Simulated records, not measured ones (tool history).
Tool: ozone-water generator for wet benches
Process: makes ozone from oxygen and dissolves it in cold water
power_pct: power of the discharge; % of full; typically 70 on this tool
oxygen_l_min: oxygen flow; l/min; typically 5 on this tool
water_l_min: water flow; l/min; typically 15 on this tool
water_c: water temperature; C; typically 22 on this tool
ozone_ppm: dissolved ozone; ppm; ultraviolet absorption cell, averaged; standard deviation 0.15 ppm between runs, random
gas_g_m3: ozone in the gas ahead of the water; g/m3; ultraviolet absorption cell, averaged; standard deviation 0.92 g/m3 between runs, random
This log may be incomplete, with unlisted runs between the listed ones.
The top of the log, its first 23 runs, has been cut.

{"run": 24, "hour": 1711.1, "power_pct": 70, "oxygen_l_min": 3.74, "water_l_min": 15, "water_c": 14, "ozone_ppm": 17.6, "gas_g_m3": 159.7}
{"run": 25, "hour": 1810.7, "power_pct": 70, "oxygen_l_min": 5, "water_l_min": 10, "water_c": 22, "ozone_ppm": 21.8, "gas_g_m3": 145.3}
{"run": 26, "hour": 1881.6, "power_pct": 70, "oxygen_l_min": 5, "water_l_min": 14, "water_c": 22, "ozone_ppm": 17.2, "gas_g_m3": 145}
{"run": 27, "hour": 1977.8, "power_pct": 70, "oxygen_l_min": 5.68, "water_l_min": 18, "water_c": 22, "ozone_ppm": 14.8, "gas_g_m3": 139.8}
{"run": 28, "hour": 2083.1, "power_pct": 57, "oxygen_l_min": 5, "water_l_min": 16, "water_c": 17, "ozone_ppm": 14.8, "gas_g_m3": 127.2}
{"run": 29, "hour": 2163.5, "power_pct": 90, "oxygen_l_min": 7.79, "water_l_min": 9, "water_c": 24, "ozone_ppm": 24.8, "gas_g_m3": 147.3}
{"run": 30, "hour": 2254.9, "power_pct": 90, "oxygen_l_min": 7.79, "water_l_min": 9, "water_c": 24, "ozone_ppm": 24.8, "gas_g_m3": 145.4}
{"run": 31, "hour": 2310.7, "power_pct": 70, "oxygen_l_min": 2.72, "water_l_min": 15, "water_c": 23, "ozone_ppm": 14, "gas_g_m3": 174.1}
{"run": 32, "hour": 2418.0, "power_pct": 70, "oxygen_l_min": 3.35, "water_l_min": 10, "water_c": 22, "ozone_ppm": 20.3, "gas_g_m3": 160.4}
{"run": 33, "hour": 2477.4, "power_pct": 70, "oxygen_l_min": 3.35, "water_l_min": 10, "water_c": 22, "ozone_ppm": 20.1, "gas_g_m3": 160.8}

Each row is a separate what-if for the run after 33, all from the same tool condition, not one after another. Results?
{"run": "A", "hour": 2523.0, "power_pct": 70, "oxygen_l_min": 3.6, "water_l_min": 15, "water_c": 22, "ozone_ppm": "?", "gas_g_m3": "?"}
{"run": "B", "hour": 2523.0, "power_pct": 70, "oxygen_l_min": 8.5, "water_l_min": 15, "water_c": 22, "ozone_ppm": "?", "gas_g_m3": "?"}
{"run": "C", "hour": 2523.0, "power_pct": 70, "oxygen_l_min": 7.29, "water_l_min": 17, "water_c": 15, "ozone_ppm": "?", "gas_g_m3": "?"}
{"run": "D", "hour": 2523.0, "power_pct": 51, "oxygen_l_min": 3.35, "water_l_min": 10, "water_c": 15, "ozone_ppm": "?", "gas_g_m3": "?"}

run=A ozone_ppm=15 gas_g_m3=157.9
run=B ozone_ppm=16.8 gas_g_m3=120.5
run=C ozone_ppm=17.4 gas_g_m3=125.6
run=D ozone_ppm=18.6 gas_g_m3=132.1
With the hidden condition removed and each run's random variation left untouched, the same runs would have given:
run=A ozone_ppm=17.2 gas_g_m3=171
run=B ozone_ppm=19.3 gas_g_m3=130.6
run=C ozone_ppm=20 gas_g_m3=136.1
run=D ozone_ppm=20.8 gas_g_m3=140.8
